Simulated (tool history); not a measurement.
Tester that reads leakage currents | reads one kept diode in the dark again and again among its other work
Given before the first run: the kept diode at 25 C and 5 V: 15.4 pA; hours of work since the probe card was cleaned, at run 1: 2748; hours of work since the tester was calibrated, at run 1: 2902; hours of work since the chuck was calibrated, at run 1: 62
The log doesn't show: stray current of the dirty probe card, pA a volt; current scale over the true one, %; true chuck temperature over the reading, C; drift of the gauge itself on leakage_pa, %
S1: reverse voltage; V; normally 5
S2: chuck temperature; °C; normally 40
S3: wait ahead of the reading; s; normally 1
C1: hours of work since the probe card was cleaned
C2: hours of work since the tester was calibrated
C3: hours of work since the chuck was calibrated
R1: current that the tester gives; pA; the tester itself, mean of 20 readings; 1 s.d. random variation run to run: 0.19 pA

run     day     S1  S2    S3    C1    C2    C3      R1
  1       0      5  40     1  2748  2902    62   70.52
  2   3.008   1.78  40     1  2797  2951   111   44.04
  3   8.025   7.55  40     1  2878  3033   192    87.4
  4    13.6   7.55  40     1  2969  3124   283   88.38
  5  19.625   7.55  40     1  3067  3222   381   90.58
     21.812  -- tester calibrated
  6  25.975   7.55  40     1  3169    68   483   88.76
  7  29.692   7.55  40     1  3230   128   544    89.8
  8  32.871      5  41     1  3281   180   595   79.36
     38.767  -- probe card cleaned and baked
  9  39.646      5  41     1    14   288   704   72.04
 10  44.933      5  46  1.86   100   374   790  110.85
 11  51.329   2.45  40  1.86   204   478   894   50.12
 12  54.288   2.45  40  1.86   253   527   942   50.49
 13  57.658   2.45  40  1.86   307   581   997   50.92
 14  64.458   9.13  40  9.31   418   692  1107   88.94
 15  71.096   9.13  40  2.17   526   800  1215   91.41
 16   73.95   4.48  40  1.45   573   846  1262    68.4
 17  78.942  16.02  35  4.89   654   928  1343   78.55
 18  85.088   5.14  54  0.33   754  1028  1443  234.77

Predict each of these 5 candidate next runs independently; none follows another, all start after run 18:
  A  92.146   7.64  40     1  869  1143  1558   ?
  B  92.146    1.9  25  4.79  869  1143  1558   ?
  C  92.146   1.56  41  0.34  869  1143  1558   ?
  D  92.146   6.81  58  0.81  869  1143  1558   ?
  E  92.146  11.46  40  2.66  869  1143  1558   ?

run      R1
  A   90.07
  B   13.23
  C   50.31
  D  356.79
  E  106.44
The same runs, with their run-to-run variation unchanged, on a tool lacking any hidden condition would have given:
run      R1
  A   74.36
  B   10.45
  C   42.57
  D  307.05
  E   86.84
